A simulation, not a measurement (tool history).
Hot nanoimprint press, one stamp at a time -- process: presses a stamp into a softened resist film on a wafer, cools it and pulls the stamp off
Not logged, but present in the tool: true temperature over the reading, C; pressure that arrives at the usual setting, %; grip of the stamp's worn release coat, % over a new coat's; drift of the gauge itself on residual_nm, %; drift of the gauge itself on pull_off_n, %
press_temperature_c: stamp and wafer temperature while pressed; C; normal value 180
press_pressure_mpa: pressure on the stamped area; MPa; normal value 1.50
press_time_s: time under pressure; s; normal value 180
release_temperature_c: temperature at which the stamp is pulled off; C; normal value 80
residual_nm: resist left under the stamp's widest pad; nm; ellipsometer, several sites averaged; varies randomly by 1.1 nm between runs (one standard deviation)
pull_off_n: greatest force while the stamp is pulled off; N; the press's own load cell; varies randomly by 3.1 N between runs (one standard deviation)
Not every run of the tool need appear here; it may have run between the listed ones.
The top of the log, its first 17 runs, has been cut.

run	hour	press_temperature_c	press_pressure_mpa	press_time_s	release_temperature_c	hours of work since the thermocouple was calibrated	imprints on the stamp's release coat	hours of work since the press's seals were changed	residual_nm	pull_off_n
18	875.7	180	1.50	120	80	62	504	808	199.9	163
19	908.1	180	1.50	293	80	84	629	830	143.3	171
20	966.7	180	1.50	293	80	123	854	869	145.9	180
21	1009.7	173	1.50	124	82	152	1020	898	250.4	185
22	1069.6	173	1.50	124	82	193	1250	938	253.0	186
# hour 1082.9: press's hydraulic seals changed and the load cell set to zero
23	1130.2	177	1.50	124	71	228	1452	32	221.2	203
# hour 1152.3: stamp cleaned and given a new release coat
24	1196.2	180	1.50	180	69	268	169	72	175.6	163
25	1240.2	180	0.99	180	68	298	339	102	206.6	165
26	1304.7	180	0.99	180	67	341	587	145	206.3	179
27	1347.7	180	0.99	180	67	370	752	174	209.3	183
28	1407.8	180	0.92	180	80	411	983	215	212.7	181
29	1444.3	176	0.92	220	71	435	1123	239	230.3	194
30	1505.6	176	0.92	220	71	477	1359	280	234.2	205

What if the next run were any one of these 3? Each begins from the tool's condition after run 30:
# hour 1552.4: stamp cleaned and given a new release coat
A	1568.8	176	0.94	278	71	515	63	319	?	?
# hour 1552.4: stamp cleaned and given a new release coat
B	1568.8	180	1.50	180	80	515	63	319	?	?
# hour 1552.4: stamp cleaned and given a new release coat
C	1568.8	176	1.25	220	71	515	63	319	?	?

run	residual_nm	pull_off_n
A	216.6	156
B	182.0	144
C	211.9	160
With the hidden condition removed and each run's random variation left untouched, the same runs would have given:
run	residual_nm	pull_off_n
A	204.3	153
B	170.4	141
C	199.3	156

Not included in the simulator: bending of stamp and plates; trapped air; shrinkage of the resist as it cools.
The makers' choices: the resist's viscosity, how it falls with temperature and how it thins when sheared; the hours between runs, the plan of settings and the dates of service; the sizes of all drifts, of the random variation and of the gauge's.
